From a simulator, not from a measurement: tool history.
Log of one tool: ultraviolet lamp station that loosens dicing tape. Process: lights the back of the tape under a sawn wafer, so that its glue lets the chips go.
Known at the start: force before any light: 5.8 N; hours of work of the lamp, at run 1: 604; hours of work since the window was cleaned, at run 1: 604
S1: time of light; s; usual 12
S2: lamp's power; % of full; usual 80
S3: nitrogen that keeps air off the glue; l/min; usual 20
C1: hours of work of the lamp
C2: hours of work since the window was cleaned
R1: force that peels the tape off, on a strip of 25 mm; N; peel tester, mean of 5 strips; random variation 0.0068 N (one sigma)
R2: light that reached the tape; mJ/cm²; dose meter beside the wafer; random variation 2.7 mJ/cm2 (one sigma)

run 1 hour=0 | S1=12 S2=80 S3=20 | C1=604 C2=604 | R1=0.417 R2=251
run 2 hour=59.5 | S1=12 S2=80 S3=20 | C1=649 C2=649 | R1=0.453 R2=246
-- hour=96.1 window cleaned of glue's vapour
-- hour=114 lamp changed
run 3 hour=160.7 | S1=12 S2=80 S3=7 | C1=36 C2=49 | R1=0.379 R2=346
run 4 hour=242.9 | S1=12 S2=80 S3=7 | C1=98 C2=111 | R1=0.4 R2=334
run 5 hour=316.2 | S1=12 S2=80 S3=7 | C1=154 C2=167 | R1=0.446 R2=324
run 6 hour=406.9 | S1=12 S2=80 S3=7 | C1=223 C2=236 | R1=0.444 R2=316
run 7 hour=464.4 | S1=12 S2=80 S3=36 | C1=267 C2=280 | R1=0.27 R2=302
run 8 hour=540.9 | S1=12 S2=80 S3=36 | C1=326 C2=338 | R1=0.267 R2=294
run 9 hour=621.8 | S1=12 S2=80 S3=36 | C1=387 C2=400 | R1=0.275 R2=282
run 10 hour=682.5 | S1=12 S2=80 S3=36 | C1=434 C2=446 | R1=0.293 R2=274
run 11 hour=748 | S1=12 S2=80 S3=20 | C1=484 C2=496 | R1=0.395 R2=269
run 12 hour=800.2 | S1=6 S2=80 S3=20 | C1=523 C2=536 | R1=1.326 R2=132
run 13 hour=874.9 | S1=6 S2=80 S3=20 | C1=580 C2=593 | R1=1.409 R2=127
run 14 hour=932.4 | S1=6 S2=67 S3=20 | C1=624 C2=637 | R1=1.796 R2=102
run 15 hour=979.4 | S1=6 S2=67 S3=19 | C1=660 C2=673 | R1=1.817 R2=100
-- hour=985.4 window cleaned of glue's vapour
-- hour=1018 lamp changed
run 16 hour=1034.3 | S1=16 S2=80 S3=20 | C1=12 C2=37 | R1=0.173 R2=459
run 17 hour=1107.3 | S1=16 S2=80 S3=20 | C1=68 C2=92 | R1=0.17 R2=449
run 18 hour=1196.5 | S1=12 S2=80 S3=20 | C1=136 C2=160 | R1=0.261 R2=330
run 19 hour=1268.9 | S1=12 S2=80 S3=20 | C1=191 C2=215 | R1=0.269 R2=315
run 20 hour=1366.9 | S1=12 S2=80 S3=20 | C1=266 C2=290 | R1=0.302 R2=306
run 21 hour=1454.9 | S1=12 S2=80 S3=20 | C1=333 C2=357 | R1=0.327 R2=288
run 22 hour=1509.2 | S1=12 S2=80 S3=20 | C1=375 C2=399 | R1=0.355 R2=287
run 23 hour=1565.3 | S1=12 S2=80 S3=20 | C1=417 C2=442 | R1=0.363 R2=281
run 24 hour=1658.5 | S1=11 S2=80 S3=8 | C1=489 C2=513 | R1=0.696 R2=241
run 25 hour=1746 | S1=11 S2=80 S3=8 | C1=555 C2=579 | R1=0.755 R2=230
run 26 hour=1837.6 | S1=13 S2=80 S3=7 | C1=625 C2=649 | R1=0.65 R2=261
-- hour=1880.7 window cleaned of glue's vapour
-- hour=1925.3 lamp changed
run 27 hour=1933.7 | S1=19 S2=80 S3=29 | C1=6 C2=40 | R1=0.152 R2=550
run 28 hour=1990 | S1=11 S2=68 S3=38 | C1=49 C2=83 | R1=0.314 R2=267
run 29 hour=2083.9 | S1=11 S2=68 S3=38 | C1=121 C2=154 | R1=0.347 R2=256
run 30 hour=2183.4 | S1=9 S2=69 S3=20 | C1=197 C2=230 | R1=0.651 R2=206
run 31 hour=2264.4 | S1=12 S2=77 S3=11 | C1=259 C2=292 | R1=0.413 R2=293
run 32 hour=2343.7 | S1=17 S2=91 S3=23 | C1=319 C2=352 | R1=0.161 R2=473
run 33 hour=2408.5 | S1=12 S2=94 S3=20 | C1=368 C2=402 | R1=0.264 R2=332
run 34 hour=2503 | S1=12 S2=80 S3=15 | C1=441 C2=474 | R1=0.416 R2=280
run 35 hour=2546 | S1=6 S2=86 S3=23 | C1=473 C2=507 | R1=1.099 R2=142
run 36 hour=2591.7 | S1=7 S2=92 S3=14 | C1=508 C2=541 | R1=0.948 R2=177
run 37 hour=2632 | S1=11 S2=83 S3=15 | C1=539 C2=572 | R1=0.497 R2=245
run 38 hour=2681.2 | S1=10 S2=79 S3=10 | C1=576 C2=610 | R1=0.832 R2=210
run 39 hour=2726.5 | S1=10 S2=79 S3=10 | C1=611 C2=644 | R1=0.864 R2=203
-- hour=2771.3 window cleaned of glue's vapour
run 40 hour=2796.4 | S1=10 S2=79 S3=10 | C1=664 C2=19 | R1=0.662 R2=227
-- hour=2827.3 lamp changed
run 41 hour=2874.3 | S1=7 S2=82 S3=10 | C1=36 C2=78 | R1=0.872 R2=203
run 42 hour=2915.4 | S1=22 S2=84 S3=21 | C1=67 C2=109 | R1=0.152 R2=641
run 43 hour=2969.1 | S1=17 S2=98 S3=12 | C1=108 C2=150 | R1=0.159 R2=564

3 ways to go on from here, each from the tool as it stands after run 43. What would each give?
run A hour=3018.4 | S1=22 S2=72 S3=19 | C1=146 C2=188 | R1=? R2=?
run B hour=3018.4 | S1=12 S2=62 S3=20 | C1=146 C2=188 | R1=? R2=?
run C hour=3018.4 | S1=10 S2=71 S3=8 | C1=146 C2=188 | R1=? R2=?

run=A R1=0.148 R2=528
run=B R1=0.436 R2=253
run=C R1=0.697 R2=237
Without the tool's hidden state the same runs would have given:
run=A R1=0.143 R2=584
run=B R1=0.358 R2=279
run=C R1=0.578 R2=262
